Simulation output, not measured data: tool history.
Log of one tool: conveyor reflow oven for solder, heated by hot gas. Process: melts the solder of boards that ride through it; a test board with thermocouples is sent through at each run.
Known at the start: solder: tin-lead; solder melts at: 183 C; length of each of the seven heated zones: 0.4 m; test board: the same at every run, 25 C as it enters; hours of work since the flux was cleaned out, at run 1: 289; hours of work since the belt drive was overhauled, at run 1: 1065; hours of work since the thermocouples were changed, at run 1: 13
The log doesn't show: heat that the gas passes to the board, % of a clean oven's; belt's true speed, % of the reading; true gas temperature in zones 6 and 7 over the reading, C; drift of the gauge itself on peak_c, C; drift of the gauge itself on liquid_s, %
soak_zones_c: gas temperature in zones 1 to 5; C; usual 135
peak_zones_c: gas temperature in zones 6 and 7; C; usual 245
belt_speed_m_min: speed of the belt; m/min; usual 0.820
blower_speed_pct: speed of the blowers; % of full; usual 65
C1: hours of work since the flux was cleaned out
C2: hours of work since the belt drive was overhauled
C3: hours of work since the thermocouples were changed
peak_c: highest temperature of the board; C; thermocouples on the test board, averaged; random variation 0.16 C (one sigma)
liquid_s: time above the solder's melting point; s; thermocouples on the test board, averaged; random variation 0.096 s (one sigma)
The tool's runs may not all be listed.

{"run": 1, "hour": 0.0, "soak_zones_c": 135, "peak_zones_c": 245, "belt_speed_m_min": 0.82, "blower_speed_pct": 65, "C1": 289, "C2": 1065, "C3": 13, "peak_c": 229.3, "liquid_s": 49.43}
{"run": 2, "hour": 29.0, "soak_zones_c": 135, "peak_zones_c": 245, "belt_speed_m_min": 0.82, "blower_speed_pct": 65, "C1": 305, "C2": 1081, "C3": 29, "peak_c": 229.3, "liquid_s": 49.48}
{"run": 3, "hour": 62.9, "soak_zones_c": 135, "peak_zones_c": 245, "belt_speed_m_min": 0.74, "blower_speed_pct": 65, "C1": 324, "C2": 1100, "C3": 48, "peak_c": 232.4, "liquid_s": 56.41}
{"run": 4, "hour": 97.6, "soak_zones_c": 130, "peak_zones_c": 245, "belt_speed_m_min": 0.82, "blower_speed_pct": 65, "C1": 343, "C2": 1119, "C3": 67, "peak_c": 228.2, "liquid_s": 48.11}
{"run": 5, "hour": 124.8, "soak_zones_c": 130, "peak_zones_c": 245, "belt_speed_m_min": 0.82, "blower_speed_pct": 65, "C1": 358, "C2": 1134, "C3": 82, "peak_c": 228.2, "liquid_s": 47.72}
{"run": 6, "hour": 161.7, "soak_zones_c": 130, "peak_zones_c": 245, "belt_speed_m_min": 0.82, "blower_speed_pct": 65, "C1": 379, "C2": 1155, "C3": 103, "peak_c": 228.6, "liquid_s": 47.73}
{"run": 7, "hour": 189.3, "soak_zones_c": 130, "peak_zones_c": 245, "belt_speed_m_min": 0.82, "blower_speed_pct": 65, "C1": 394, "C2": 1170, "C3": 118, "peak_c": 228.7, "liquid_s": 47.9}
{"run": 8, "hour": 218.9, "soak_zones_c": 130, "peak_zones_c": 245, "belt_speed_m_min": 0.82, "blower_speed_pct": 65, "C1": 410, "C2": 1187, "C3": 135, "peak_c": 228.3, "liquid_s": 48.05}
{"run": 9, "hour": 245.2, "soak_zones_c": 130, "peak_zones_c": 245, "belt_speed_m_min": 0.82, "blower_speed_pct": 65, "C1": 425, "C2": 1201, "C3": 149, "peak_c": 228.5, "liquid_s": 47.77}
{"hour": 279.8, "done": "flux residue cleaned out of gas plates and filters"}
{"run": 10, "hour": 286.9, "soak_zones_c": 134, "peak_zones_c": 245, "belt_speed_m_min": 0.82, "blower_speed_pct": 65, "C1": 4, "C2": 1222, "C3": 170, "peak_c": 229.2, "liquid_s": 49.01}
{"run": 11, "hour": 306.4, "soak_zones_c": 135, "peak_zones_c": 245, "belt_speed_m_min": 0.82, "blower_speed_pct": 65, "C1": 15, "C2": 1233, "C3": 180, "peak_c": 229.2, "liquid_s": 49.33}
{"run": 12, "hour": 334.4, "soak_zones_c": 135, "peak_zones_c": 245, "belt_speed_m_min": 0.677, "blower_speed_pct": 65, "C1": 30, "C2": 1248, "C3": 196, "peak_c": 234.8, "liquid_s": 62.97}
{"run": 13, "hour": 378.5, "soak_zones_c": 135, "peak_zones_c": 245, "belt_speed_m_min": 0.677, "blower_speed_pct": 65, "C1": 55, "C2": 1273, "C3": 221, "peak_c": 234.8, "liquid_s": 63.0}
{"run": 14, "hour": 406.4, "soak_zones_c": 135, "peak_zones_c": 245, "belt_speed_m_min": 0.677, "blower_speed_pct": 65, "C1": 70, "C2": 1288, "C3": 236, "peak_c": 234.7, "liquid_s": 62.99}
{"run": 15, "hour": 439.4, "soak_zones_c": 135, "peak_zones_c": 246, "belt_speed_m_min": 0.878, "blower_speed_pct": 65, "C1": 89, "C2": 1307, "C3": 254, "peak_c": 227.8, "liquid_s": 45.3}
{"run": 16, "hour": 479.6, "soak_zones_c": 143, "peak_zones_c": 245, "belt_speed_m_min": 0.805, "blower_speed_pct": 65, "C1": 111, "C2": 1329, "C3": 277, "peak_c": 231.0, "liquid_s": 53.02}
{"run": 17, "hour": 518.3, "soak_zones_c": 143, "peak_zones_c": 239, "belt_speed_m_min": 0.805, "blower_speed_pct": 65, "C1": 133, "C2": 1351, "C3": 298, "peak_c": 225.6, "liquid_s": 50.87}
{"run": 18, "hour": 545.0, "soak_zones_c": 143, "peak_zones_c": 239, "belt_speed_m_min": 0.805, "blower_speed_pct": 65, "C1": 148, "C2": 1365, "C3": 313, "peak_c": 225.6, "liquid_s": 50.83}
{"run": 19, "hour": 587.2, "soak_zones_c": 143, "peak_zones_c": 239, "belt_speed_m_min": 0.805, "blower_speed_pct": 65, "C1": 171, "C2": 1389, "C3": 337, "peak_c": 225.4, "liquid_s": 50.73}
{"run": 20, "hour": 620.5, "soak_zones_c": 142, "peak_zones_c": 245, "belt_speed_m_min": 0.887, "blower_speed_pct": 65, "C1": 190, "C2": 1407, "C3": 355, "peak_c": 227.9, "liquid_s": 46.3}
{"run": 21, "hour": 658.4, "soak_zones_c": 142, "peak_zones_c": 245, "belt_speed_m_min": 0.887, "blower_speed_pct": 65, "C1": 211, "C2": 1429, "C3": 376, "peak_c": 227.8, "liquid_s": 46.57}
{"run": 22, "hour": 678.7, "soak_zones_c": 135, "peak_zones_c": 235, "belt_speed_m_min": 0.82, "blower_speed_pct": 60, "C1": 222, "C2": 1440, "C3": 388, "peak_c": 218.7, "liquid_s": 44.22}
{"run": 23, "hour": 706.8, "soak_zones_c": 135, "peak_zones_c": 235, "belt_speed_m_min": 0.82, "blower_speed_pct": 60, "C1": 238, "C2": 1455, "C3": 403, "peak_c": 219.0, "liquid_s": 44.01}
{"run": 24, "hour": 749.1, "soak_zones_c": 135, "peak_zones_c": 244, "belt_speed_m_min": 0.82, "blower_speed_pct": 61, "C1": 261, "C2": 1479, "C3": 427, "peak_c": 227.0, "liquid_s": 48.24}

Forecast each of these 4 alternatives for the next run:
{"run": "A", "hour": 776.0, "soak_zones_c": 125, "peak_zones_c": 244, "belt_speed_m_min": 0.82, "blower_speed_pct": 61, "C1": 276, "C2": 1494, "C3": 442, "peak_c": "?", "liquid_s": "?"}
{"run": "B", "hour": 776.0, "soak_zones_c": 130, "peak_zones_c": 258, "belt_speed_m_min": 0.82, "blower_speed_pct": 61, "C1": 276, "C2": 1494, "C3": 442, "peak_c": "?", "liquid_s": "?"}
{"run": "C", "hour": 776.0, "soak_zones_c": 135, "peak_zones_c": 244, "belt_speed_m_min": 0.943, "blower_speed_pct": 61, "C1": 276, "C2": 1494, "C3": 442, "peak_c": "?", "liquid_s": "?"}
{"run": "D", "hour": 776.0, "soak_zones_c": 135, "peak_zones_c": 244, "belt_speed_m_min": 0.82, "blower_speed_pct": 75, "C1": 276, "C2": 1494, "C3": 442, "peak_c": "?", "liquid_s": "?"}

run=A peak_c=225.5 liquid_s=45.43
run=B peak_c=238.7 liquid_s=51.97
run=C peak_c=222.1 liquid_s=39.62
run=D peak_c=231.0 liquid_s=50.12
Without the tool's hidden state the same runs would have given:
run=A peak_c=225.5 liquid_s=45.42
run=B peak_c=238.7 liquid_s=51.95
run=C peak_c=222.1 liquid_s=39.61
run=D peak_c=231.0 liquid_s=50.11
